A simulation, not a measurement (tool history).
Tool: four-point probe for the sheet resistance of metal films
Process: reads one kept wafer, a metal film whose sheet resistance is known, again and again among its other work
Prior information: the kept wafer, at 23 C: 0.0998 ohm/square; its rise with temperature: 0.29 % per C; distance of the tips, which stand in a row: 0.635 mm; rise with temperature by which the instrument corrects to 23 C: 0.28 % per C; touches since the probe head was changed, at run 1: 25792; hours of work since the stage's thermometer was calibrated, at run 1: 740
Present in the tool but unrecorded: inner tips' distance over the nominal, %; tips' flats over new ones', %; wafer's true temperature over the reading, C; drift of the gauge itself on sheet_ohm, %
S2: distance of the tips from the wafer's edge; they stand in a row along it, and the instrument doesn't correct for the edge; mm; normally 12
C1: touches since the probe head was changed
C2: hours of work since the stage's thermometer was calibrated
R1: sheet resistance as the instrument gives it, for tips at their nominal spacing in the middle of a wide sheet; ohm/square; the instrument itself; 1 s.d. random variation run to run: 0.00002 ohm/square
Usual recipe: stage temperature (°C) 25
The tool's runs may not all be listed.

{"run": 1, "day": 0.0, "stage temperature (°C)": 25, "S2": 12, "C1": 25792, "C2": 740, "R1": 0.099983}
{"run": 2, "day": 1.65, "stage temperature (°C)": 25, "S2": 12, "C1": 26915, "C2": 760, "R1": 0.099953}
{"run": 3, "day": 3.65, "stage temperature (°C)": 25, "S2": 18, "C1": 28275, "C2": 785, "R1": 0.099936}
{"run": 4, "day": 4.488, "stage temperature (°C)": 25, "S2": 4, "C1": 28846, "C2": 796, "R1": 0.101155}
{"run": 5, "day": 6.475, "stage temperature (°C)": 29, "S2": 12, "C1": 30197, "C2": 821, "R1": 0.100034}
{"run": 6, "day": 7.338, "stage temperature (°C)": 29, "S2": 12, "C1": 30784, "C2": 831, "R1": 0.100044}
{"run": 7, "day": 8.521, "stage temperature (°C)": 29, "S2": 12, "C1": 31590, "C2": 846, "R1": 0.100054}
{"run": 8, "day": 9.554, "stage temperature (°C)": 34, "S2": 16, "C1": 32294, "C2": 859, "R1": 0.100062}
{"run": 9, "day": 11.192, "stage temperature (°C)": 33, "S2": 31, "C1": 33406, "C2": 880, "R1": 0.099993}
{"run": 10, "day": 12.125, "stage temperature (°C)": 25, "S2": 24, "C1": 34042, "C2": 891, "R1": 0.099878}
{"run": 11, "day": 13.796, "stage temperature (°C)": 25, "S2": 24, "C1": 35179, "C2": 912, "R1": 0.099853}
{"run": 12, "day": 15.792, "stage temperature (°C)": 19, "S2": 75, "C1": 36537, "C2": 937, "R1": 0.099766}

Consider 4 possible next runs. They are alternatives, not a sequence: every one starts from the tool as it was left by run 12. What does each give?
{"run": "A", "day": 17.379, "stage temperature (°C)": 21, "S2": 8, "C1": 37616, "C2": 957, "R1": "?"}
{"run": "B", "day": 17.379, "stage temperature (°C)": 19, "S2": 12, "C1": 37616, "C2": 957, "R1": "?"}
{"run": "C", "day": 17.379, "stage temperature (°C)": 29, "S2": 15, "C1": 37616, "C2": 957, "R1": "?"}
{"run": "D", "day": 17.379, "stage temperature (°C)": 30, "S2": 11, "C1": 37616, "C2": 957, "R1": "?"}

run=A R1=0.100135
run=B R1=0.099890
run=C R1=0.099992
run=D R1=0.100107
With no hidden state in the tool, these same runs would have given:
run=A R1=0.100137
run=B R1=0.099892
run=C R1=0.099995
run=D R1=0.100110
